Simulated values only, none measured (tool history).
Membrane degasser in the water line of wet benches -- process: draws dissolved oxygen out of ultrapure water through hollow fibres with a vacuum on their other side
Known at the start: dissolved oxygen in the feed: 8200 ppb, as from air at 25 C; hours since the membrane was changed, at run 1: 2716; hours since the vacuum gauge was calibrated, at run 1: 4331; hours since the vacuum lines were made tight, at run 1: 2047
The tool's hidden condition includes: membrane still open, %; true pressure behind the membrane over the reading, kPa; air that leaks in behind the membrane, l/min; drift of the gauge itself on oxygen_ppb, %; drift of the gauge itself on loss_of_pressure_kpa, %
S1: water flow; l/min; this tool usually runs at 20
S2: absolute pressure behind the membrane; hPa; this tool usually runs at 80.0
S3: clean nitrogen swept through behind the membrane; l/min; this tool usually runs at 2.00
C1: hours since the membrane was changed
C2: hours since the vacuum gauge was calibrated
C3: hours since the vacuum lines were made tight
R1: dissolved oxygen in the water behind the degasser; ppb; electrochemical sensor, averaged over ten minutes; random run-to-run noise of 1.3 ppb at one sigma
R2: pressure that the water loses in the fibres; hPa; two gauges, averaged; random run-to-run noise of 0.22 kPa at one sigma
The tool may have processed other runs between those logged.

run 1 hour=0.0 | S1=20 S2=80.0 S3=2.00 | C1=2716 C2=4331 C3=2047 | R1=159.9 R2=554.9
run 2 hour=42.2 | S1=20 S2=80.0 S3=2.00 | C1=2758 C2=4373 C3=2089 | R1=161.4 R2=554.9
run 3 hour=72.9 | S1=20 S2=80.0 S3=2.00 | C1=2789 C2=4403 C3=2120 | R1=158.2 R2=555.3
run 4 hour=117.9 | S1=20 S2=80.0 S3=2.00 | C1=2834 C2=4449 C3=2165 | R1=156.9 R2=559.4
run 5 hour=182.6 | S1=20 S2=80.0 S3=2.00 | C1=2898 C2=4513 C3=2230 | R1=159.1 R2=555.1
run 6 hour=221.9 | S1=20 S2=80.0 S3=2.00 | C1=2938 C2=4553 C3=2269 | R1=156.5 R2=553.7
run 7 hour=259.8 | S1=20 S2=80.0 S3=2.00 | C1=2976 C2=4590 C3=2307 | R1=156.5 R2=556.9
run 8 hour=315.4 | S1=20 S2=80.0 S3=2.00 | C1=3031 C2=4646 C3=2363 | R1=160.1 R2=556.7
run 9 hour=374.9 | S1=20 S2=80.0 S3=2.00 | C1=3091 C2=4706 C3=2422 | R1=158.1 R2=556.9
run 10 hour=407.5 | S1=20 S2=80.0 S3=2.54 | C1=3123 C2=4738 C3=2455 | R1=136.4 R2=554.9
run 11 hour=458.7 | S1=14 S2=116.0 S3=1.12 | C1=3174 C2=4789 C3=2506 | R1=252.4 R2=390.2
run 12 hour=520.6 | S1=30 S2=58.3 S3=0.86 | C1=3236 C2=4851 C3=2568 | R1=322.9 R2=837.1
run 13 hour=550.1 | S1=30 S2=58.3 S3=0.86 | C1=3266 C2=4881 C3=2597 | R1=326.6 R2=834.0
run 14 hour=593.5 | S1=16 S2=58.3 S3=0.86 | C1=3309 C2=4924 C3=2641 | R1=133.2 R2=446.8
run 15 hour=623.2 | S1=12 S2=58.3 S3=0.86 | C1=3339 C2=4954 C3=2670 | R1=92.4 R2=334.4
run 16 hour=677.8 | S1=12 S2=58.3 S3=0.86 | C1=3394 C2=5008 C3=2725 | R1=92.3 R2=332.1

What does the tool deliver on the next run?
run 17 hour=736.3 | S1=25 S2=58.3 S3=1.81 | C1=3452 C2=5067 C3=2783 | R1=? R2=?

R1: 173.6 ppb
R2: 696.0 hPa
Were there no unlogged condition in the tool, this run, its random variation unchanged, would have produced R1 165.2 ppb, R2 683.4 hPa.
